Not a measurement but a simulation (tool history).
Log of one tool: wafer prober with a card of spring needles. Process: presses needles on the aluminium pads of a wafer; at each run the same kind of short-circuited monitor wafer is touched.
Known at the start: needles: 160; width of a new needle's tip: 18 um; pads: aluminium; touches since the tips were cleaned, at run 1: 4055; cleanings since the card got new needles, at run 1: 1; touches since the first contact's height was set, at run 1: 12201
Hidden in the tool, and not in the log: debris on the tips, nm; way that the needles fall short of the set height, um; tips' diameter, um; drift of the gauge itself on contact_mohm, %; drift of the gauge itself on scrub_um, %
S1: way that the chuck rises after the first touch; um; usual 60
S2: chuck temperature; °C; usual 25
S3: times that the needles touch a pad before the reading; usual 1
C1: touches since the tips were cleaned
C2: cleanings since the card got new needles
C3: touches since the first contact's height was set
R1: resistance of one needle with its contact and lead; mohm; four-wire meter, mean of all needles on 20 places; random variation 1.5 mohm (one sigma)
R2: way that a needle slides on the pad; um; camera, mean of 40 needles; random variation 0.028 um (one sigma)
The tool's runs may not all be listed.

Run 1, hour 0: usual settings; C1 4055; C2 1; C3 12201. Result: R1 242 mohm, R2 7.87 um.
Run 2, hour 4.9: usual settings but S2 47 °C; C1 6338; C2 1; C3 14484. Result: R1 258 mohm, R2 7.85 um.
At hour 9.2: tips cleaned on abrasive film.
Run 3, hour 14.1: usual settings but S2 83 °C; C1 2279; C2 2; C3 18675. Result: R1 229 mohm, R2 7.86 um.
Run 4, hour 19.3: usual settings but S2 83 °C; C1 4686; C2 2; C3 21082. Result: R1 253 mohm, R2 7.87 um.
At hour 27.3: tips cleaned on abrasive film.
Run 5, hour 27.3: usual settings; C1 3; C2 3; C3 24736. Result: R1 156 mohm, R2 7.88 um.
Run 6, hour 37.2: usual settings; C1 4584; C2 3; C3 29317. Result: R1 248 mohm, R2 7.8 um.
At hour 45.1: tips cleaned on abrasive film.
Run 7, hour 46.3: usual settings; C1 514; C2 4; C3 33489. Result: R1 177 mohm, R2 7.79 um.
Run 8, hour 55.7: usual settings; C1 4868; C2 4; C3 37843. Result: R1 253 mohm, R2 7.76 um.
At hour 62.7: tips cleaned on abrasive film.
Run 9, hour 63.1: usual settings; C1 186; C2 5; C3 41249. Result: R1 164 mohm, R2 7.83 um.
Run 10, hour 68.3: usual settings; C1 2581; C2 5; C3 43644. Result: R1 230 mohm, R2 7.79 um.
Run 11, hour 72.8: usual settings; C1 4667; C2 5; C3 45730. Result: R1 251 mohm, R2 7.8 um.
At hour 80.4: tips cleaned on abrasive film.
Run 12, hour 81.4: usual settings; C1 496; C2 6; C3 49690. Result: R1 178 mohm, R2 7.8 um.
Run 13, hour 89.8: usual settings; C1 4374; C2 6; C3 53568. Result: R1 249 mohm, R2 7.76 um.
Run 14, hour 95: usual settings; C1 6777; C2 6; C3 55971. Result: R1 266 mohm, R2 7.79 um.
At hour 98.5: tips cleaned on abrasive film.
Run 15, hour 100.8: usual settings; C1 1091; C2 7; C3 58625. Result: R1 195 mohm, R2 7.85 um.
Run 16, hour 110.7: usual settings but S3 2; C1 5669; C2 7; C3 63203. Result: R1 218 mohm, R2 7.76 um.
Run 17, hour 115.4: usual settings but S1 54 um, S2 70 °C; C1 7852; C2 7; C3 65386. Result: R1 300 mohm, R2 7.01 um.
At hour 116.2: tips cleaned on abrasive film.
Run 18, hour 123.2: usual settings but S1 54 um, S2 70 °C; C1 3260; C2 8; C3 68965. Result: R1 266 mohm, R2 7.04 um.
Run 19, hour 128.6: usual settings but S1 53 um, S2 50 °C, S3 3; C1 5723; C2 8; C3 71428. Result: R1 206 mohm, R2 6.84 um.
At hour 133.8: tips cleaned on abrasive film.
Run 20, hour 134.3: usual settings but S1 53 um, S2 50 °C, S3 3; C1 215; C2 9; C3 74036. Result: R1 165 mohm, R2 6.82 um.
Run 21, hour 142.7: usual settings but S1 53 um, S2 50 °C, S3 3; C1 4116; C2 9; C3 77937. Result: R1 199 mohm, R2 6.85 um.
Run 22, hour 147.2: usual settings but S1 43 um, S2 35 °C; C1 6217; C2 9; C3 80038. Result: R1 378 mohm, R2 5.51 um.
At hour 151.9: tips cleaned on abrasive film.
Run 23, hour 151.9: usual settings but S1 43 um, S2 35 °C; C1 0; C2 10; C3 82162. Result: R1 180 mohm, R2 5.52 um.
Run 24, hour 159: usual settings but S1 43 um, S2 35 °C; C1 3275; C2 10; C3 85437. Result: R1 332 mohm, R2 5.52 um.
Run 25, hour 164.1: usual settings but S1 41 um, S2 36 °C; C1 5658; C2 10; C3 87820. Result: R1 391 mohm, R2 5.24 um.
Run 26, hour 169.3: usual settings but S2 32 °C; C1 8045; C2 10; C3 90207. Result: R1 274 mohm, R2 7.77 um.
At hour 169.9: tips cleaned on abrasive film.
Run 27, hour 178.7: usual settings but S2 32 °C; C1 4093; C2 11; C3 94525. Result: R1 253 mohm, R2 7.75 um.

5 ways to go on from here, each from the tool as it stands after run 27. What would each give?
Run A, hour 185: usual settings but S2 32 °C; C1 7023; C2 11; C3 97455. Result: R1 ?, R2 ?.
Run B, hour 185: usual settings but S2 111 °C; C1 7023; C2 11; C3 97455. Result: R1 ?, R2 ?.
Run C, hour 185: usual settings but S2 90 °C; C1 7023; C2 11; C3 97455. Result: R1 ?, R2 ?.
Run D, hour 185: usual settings but S1 71 um, S2 113 °C, S3 3; C1 7023; C2 11; C3 97455. Result: R1 ?, R2 ?.
Run E, hour 185: usual settings but S1 76 um, S2 64 °C, S3 2; C1 7023; C2 11; C3 97455. Result: R1 ?, R2 ?.

run   R1    R2
  A  268  7.76
  B  268  7.71
  C  270   7.7
  D  189   9.2
  E  195  9.85
Without the tool's hidden state the same runs would have given:
run   R1     R2
  A  148   7.92
  B  163   7.87
  C  161   7.85
  D  161   9.36
  E  150  10.01
